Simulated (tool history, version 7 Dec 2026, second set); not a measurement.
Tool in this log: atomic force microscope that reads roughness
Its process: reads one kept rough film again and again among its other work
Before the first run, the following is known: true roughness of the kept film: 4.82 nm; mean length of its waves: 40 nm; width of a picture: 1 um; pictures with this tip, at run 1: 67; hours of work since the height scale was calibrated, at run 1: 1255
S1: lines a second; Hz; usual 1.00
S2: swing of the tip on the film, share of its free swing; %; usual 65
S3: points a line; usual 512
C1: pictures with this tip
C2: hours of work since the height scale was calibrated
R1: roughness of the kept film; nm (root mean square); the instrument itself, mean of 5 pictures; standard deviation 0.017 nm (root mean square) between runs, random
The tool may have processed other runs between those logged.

run	day	S1	S2	S3	C1	C2	R1
1	0.000	1.00	65	512	67	1255	3.853
2	2.938	1.00	65	512	146	1283	3.578
3	4.658	1.00	65	512	193	1300	3.399
4	6.650	1.00	65	512	247	1320	3.172
# day 8.029: new tip fitted
5	8.325	1.00	65	512	8	1336	4.071
6	9.650	1.00	65	512	44	1349	3.933
7	12.575	1.00	65	512	123	1377	3.599
8	15.671	1.00	74	512	207	1408	3.177
9	17.408	1.00	74	512	254	1424	3.077
# day 18.438: new tip fitted
10	18.804	1.00	74	512	10	1438	3.958
11	20.746	1.00	74	512	63	1457	3.705
12	22.542	1.00	74	512	112	1474	3.530
13	25.525	1.00	74	512	192	1503	3.234
14	27.908	1.00	68	512	257	1527	3.069
# day 28.842: new tip fitted
15	29.596	1.00	68	512	20	1543	3.993
16	31.412	0.89	65	512	70	1561	3.834
17	34.046	1.00	65	549	141	1586	3.525
18	36.854	1.00	65	512	217	1614	3.263
# day 39.258: new tip fitted
19	39.396	1.00	65	512	3	1638	4.071
20	41.908	0.89	65	512	71	1663	3.774
21	43.283	0.89	65	725	109	1676	3.611
22	45.350	1.00	70	512	165	1696	3.341
23	47.292	1.00	70	512	217	1715	3.190
24	49.262	1.00	70	299	271	1735	3.012
# day 49.667: new tip fitted
25	52.388	2.05	70	299	74	1765	3.462
26	54.071	1.00	65	322	120	1781	3.564
27	57.246	1.60	68	837	206	1812	3.139
28	59.792	1.60	56	837	275	1837	3.083
# day 60.025: new tip fitted
29	61.612	1.74	75	901	43	1855	3.647
# day 61.929: height scale calibrated on a step standard
30	64.225	1.74	75	901	112	22	3.356
31	65.746	1.00	57	640	154	37	3.617
# day 66.571: height scale calibrated on a step standard, once more
32	68.425	1.00	57	640	225	18	3.259
# day 70.633: new tip fitted
33	70.962	1.00	57	640	9	43	4.129
34	74.054	3.00	65	512	93	73	3.427
35	76.962	3.00	65	512	172	101	3.146
36	79.746	1.32	82	918	247	128	2.855
# day 81.171: new tip fitted
37	81.442	2.26	65	948	8	145	3.776
38	83.646	0.57	73	338	68	166	3.720
39	85.675	0.82	72	391	123	186	3.503
40	88.408	1.11	66	582	197	213	3.242
41	89.892	1.11	66	582	237	227	3.134
# day 91.617: new tip fitted
42	92.758	1.25	60	699	31	255	3.946
43	94.329	1.25	60	699	74	270	3.755
44	95.800	1.00	88	396	113	285	3.252
45	97.688	0.82	69	287	165	303	3.385
46	99.679	1.92	61	624	219	322	3.163
# day 101.988: new tip fitted
47	102.533	1.52	76	524	14	350	3.700
48	105.767	1.52	76	524	102	382	3.318
49	107.525	1.00	65	271	150	399	3.431
50	109.808	1.00	65	271	212	421	3.212
# day 112.454: new tip fitted
51	112.888	1.00	71	704	12	451	3.992

Describe how what the log doesn't record of the tool's condition differs between the last listed run preceding each entry between runs and the first listed run following it.
Between runs 4 and 5: new tip fitted (day 8.029)
  radius of the tip, nm: 37.7 -> 11.3; height scale over the true one, %: 0.84 -> 0.85
  measured result minus the result with no hidden state, R1: -0.901 -> -0.020 nm (root mean square)
Between runs 9 and 10: new tip fitted (day 18.438)
  radius of the tip, nm: 39.3 -> 11.6; height scale over the true one, %: 0.92 -> 0.93
  measured result minus the result with no hidden state, R1: -0.923 -> -0.030 nm (root mean square)
Between runs 14 and 15: new tip fitted (day 28.842)
  radius of the tip, nm: 41.8 -> 12.6; height scale over the true one, %: 0.99 -> 1
  measured result minus the result with no hidden state, R1: -0.999 -> -0.068 nm (root mean square)
Between runs 18 and 19: new tip fitted (day 39.258)
  radius of the tip, nm: 36.2 -> 11.8; height scale over the true one, %: 1.05 -> 1.07
  measured result minus the result with no hidden state, R1: -0.864 -> -0.032 nm (root mean square)
Between runs 24 and 25: new tip fitted (day 49.667)
  radius of the tip, nm: 43.1 -> 18.9; height scale over the true one, %: 1.14 -> 1.16
  measured result minus the result with no hidden state, R1: -1.012 -> -0.286 nm (root mean square)
Between runs 28 and 29: new tip fitted (day 60.025)
  radius of the tip, nm: 43.4 -> 15; height scale over the true one, %: 1.22 -> 1.23
  measured result minus the result with no hidden state, R1: -1.045 -> -0.148 nm (root mean square)
Between runs 29 and 30: height scale calibrated on a step standard (day 61.929)
  radius of the tip, nm: 15 -> 23.3; height scale over the true one, %: 1.23 -> 1.72
  measured result minus the result with no hidden state, R1: -0.148 -> -0.409 nm (root mean square)
Between runs 31 and 32: height scale calibrated on a step standard, once more (day 66.571)
  radius of the tip, nm: 28.1 -> 36.3; height scale over the true one, %: 1.73 -> 0.09
  measured result minus the result with no hidden state, R1: -0.622 -> -0.909 nm (root mean square)
Between runs 32 and 33: new tip fitted (day 70.633)
  radius of the tip, nm: 36.3 -> 11.1; height scale over the true one, %: 0.09 -> 0.11
  measured result minus the result with no hidden state, R1: -0.909 -> -0.042 nm (root mean square)
Between runs 36 and 37: new tip fitted (day 81.171)
  radius of the tip, nm: 38.7 -> 12.2; height scale over the true one, %: 0.17 -> 0.18
  measured result minus the result with no hidden state, R1: -0.864 -> -0.082 nm (root mean square)
Between runs 41 and 42: new tip fitted (day 91.617)
  radius of the tip, nm: 39 -> 14.6; height scale over the true one, %: 0.24 -> 0.26
  measured result minus the result with no hidden state, R1: -0.956 -> -0.183 nm (root mean square)
Between runs 46 and 47: new tip fitted (day 101.988)
  radius of the tip, nm: 36.5 -> 12.3; height scale over the true one, %: 0.3 -> 0.33
  measured result minus the result with no hidden state, R1: -0.881 -> -0.077 nm (root mean square)
Between runs 50 and 51: new tip fitted (day 112.454)
  radius of the tip, nm: 35.5 -> 11.5; height scale over the true one, %: 0.38 -> 0.4
  measured result minus the result with no hidden state, R1: -0.854 -> -0.049 nm (root mean square)
